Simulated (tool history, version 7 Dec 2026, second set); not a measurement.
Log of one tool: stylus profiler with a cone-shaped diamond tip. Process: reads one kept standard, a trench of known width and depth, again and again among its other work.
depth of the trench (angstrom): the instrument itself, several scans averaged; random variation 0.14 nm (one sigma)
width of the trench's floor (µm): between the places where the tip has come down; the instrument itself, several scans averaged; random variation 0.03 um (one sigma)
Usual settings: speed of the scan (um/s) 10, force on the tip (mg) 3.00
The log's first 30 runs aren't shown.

run	hour	speed of the scan (um/s)	force on the tip (mg)	depth of the trench (angstrom)	width of the trench's floor (µm)
31	456.2	19	4.34	5123.3	26.99
32	467.5	3	1.05	5053.4	27.11
33	485.5	8	3.70	5111.6	27.13
34	496.5	7	1.69	5071.6	27.09
35	511.8	23	3.12	5104.1	27.06
36	530.6	5	5.98	5151.8	27.07
37	540.0	7	3.48	5106.2	27.05
38	555.1	21	1.13	5057.5	26.92
39	572.7	21	1.13	5053.9	26.95
40	591.6	10	1.33	5065.0	27.07
41	610.8	10	1.33	5060.8	27.08
42	629.2	10	5.07	5136.9	27.09
43	638.8	4	1.12	5056.3	27.10
44	651.0	4	1.12	5057.5	27.07
45	663.2	4	1.12	5057.2	27.11
46	677.4	19	2.34	5086.5	26.96

5 ways to go on from here, each from the tool as it stands after run 46. What would each give?
A	693.2	3	5.20	?	?
B	693.2	18	1.88	?	?
C	693.2	34	3.94	?	?
D	693.2	10	2.34	?	?
E	693.2	21	1.20	?	?

run	depth of the trench (angstrom)	width of the trench's floor (µm)
A	5141.2	27.09
B	5076.8	26.96
C	5119.9	26.92
D	5085.7	27.05
E	5059.1	26.89
Without the tool's hidden state the same runs would have given:
run	depth of the trench (angstrom)	width of the trench's floor (µm)
A	5129.1	27.33
B	5064.9	27.20
C	5107.9	27.17
D	5073.7	27.30
E	5047.2	27.14
